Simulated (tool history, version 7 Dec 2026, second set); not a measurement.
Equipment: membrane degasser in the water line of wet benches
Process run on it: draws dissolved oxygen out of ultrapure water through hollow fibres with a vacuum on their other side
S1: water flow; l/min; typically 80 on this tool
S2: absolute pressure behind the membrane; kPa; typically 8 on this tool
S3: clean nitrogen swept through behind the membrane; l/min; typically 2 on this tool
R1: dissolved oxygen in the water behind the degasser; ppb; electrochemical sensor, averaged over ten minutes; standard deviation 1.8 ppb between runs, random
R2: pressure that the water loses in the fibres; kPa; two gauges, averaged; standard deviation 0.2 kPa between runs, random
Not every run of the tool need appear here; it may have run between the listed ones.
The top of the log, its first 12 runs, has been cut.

run	hour	S1	S2	S3	R1	R2
13	512.5	80	8	2	471.9	68.75
14	554.9	80	8	2	474.8	68.73
15	606.6	53	8	2	294.5	45.75
# hour 611.7: vacuum gauge calibrated
16	659.9	53	8	1.39	393.2	45.48
17	718.4	80	8	1.43	586.8	68.81
18	759.2	80	8	1.43	588.7	68.41
19	803.4	80	8	1.43	586.8	68.62
20	858.5	80	8	2.16	463.7	68.83
# hour 913: vacuum gauge calibrated, once more
21	919.1	80	14.21	2.75	721.2	68.74
22	951.8	80	14.21	2.75	725.6	69.21
23	1010.2	104	18.16	2.75	1198.3	89.38
24	1042.6	59	5.96	3.04	147.3	51.12
25	1086.7	59	5.96	3.04	148.3	50.97
26	1115.4	57	9.79	1.95	416.2	49.09
27	1169.5	94	7.75	0.94	801.4	80.65
28	1223.4	94	7.75	0.94	799.7	81.04
29	1271.2	93	12.13	5.21	495.2	80.41
30	1326	93	12.13	5.21	493	80.49
31	1363.4	55	12.13	5.21	240.6	47.36

Alternative continuations, all from the tool just after run 31; predict every row:
A	1411.6	80	5.31	3.18	?	?
B	1411.6	55	10.26	1.31	?	?
C	1411.6	106	12.13	5.21	?	?
D	1411.6	80	5.41	2	?	?
E	1411.6	55	6.93	5.21	?	?

run	R1	R2
A	211.2	68.76
B	575.8	47.53
C	599.5	91.56
D	269.9	69.09
E	114.4	47.67
Without the tool's hidden state the same runs would have given:
run	R1	R2
A	206.1	67.92
B	574.4	46.96
C	589.7	90.45
D	265.1	68.25
E	112.4	47.09
